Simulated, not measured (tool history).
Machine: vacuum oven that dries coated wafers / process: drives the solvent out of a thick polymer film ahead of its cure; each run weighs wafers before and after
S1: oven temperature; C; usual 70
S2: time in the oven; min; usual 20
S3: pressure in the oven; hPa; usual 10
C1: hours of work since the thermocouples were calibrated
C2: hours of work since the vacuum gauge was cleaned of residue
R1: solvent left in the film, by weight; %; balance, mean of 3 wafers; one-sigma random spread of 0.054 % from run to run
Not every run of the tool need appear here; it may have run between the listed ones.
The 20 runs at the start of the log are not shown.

run,hour,S1,S2,S3,C1,C2,R1
21,320.4,58,20,10,78,233,6.59
22,329.2,58,20,10,84,239,6.68
23,341.6,58,20,10,92,247,6.64
24,356.9,73,19,16.6,102,257,1.99
25,368.3,58,31,10.7,109,264,4.22
26,378.4,72,30,23.7,116,271,1.98
27,389.5,72,30,9.7,123,278,0.91
28,401.3,72,30,7,131,286,0.78
29,411.9,72,30,7,138,293,0.72

Run 30 is up next; what results do you expect?
30,420.7,80,24,10,144,298,?

R1: 0.66 %
With the hidden condition absent and the run-to-run variation left alone, this run would have shown R1 0.61 %.

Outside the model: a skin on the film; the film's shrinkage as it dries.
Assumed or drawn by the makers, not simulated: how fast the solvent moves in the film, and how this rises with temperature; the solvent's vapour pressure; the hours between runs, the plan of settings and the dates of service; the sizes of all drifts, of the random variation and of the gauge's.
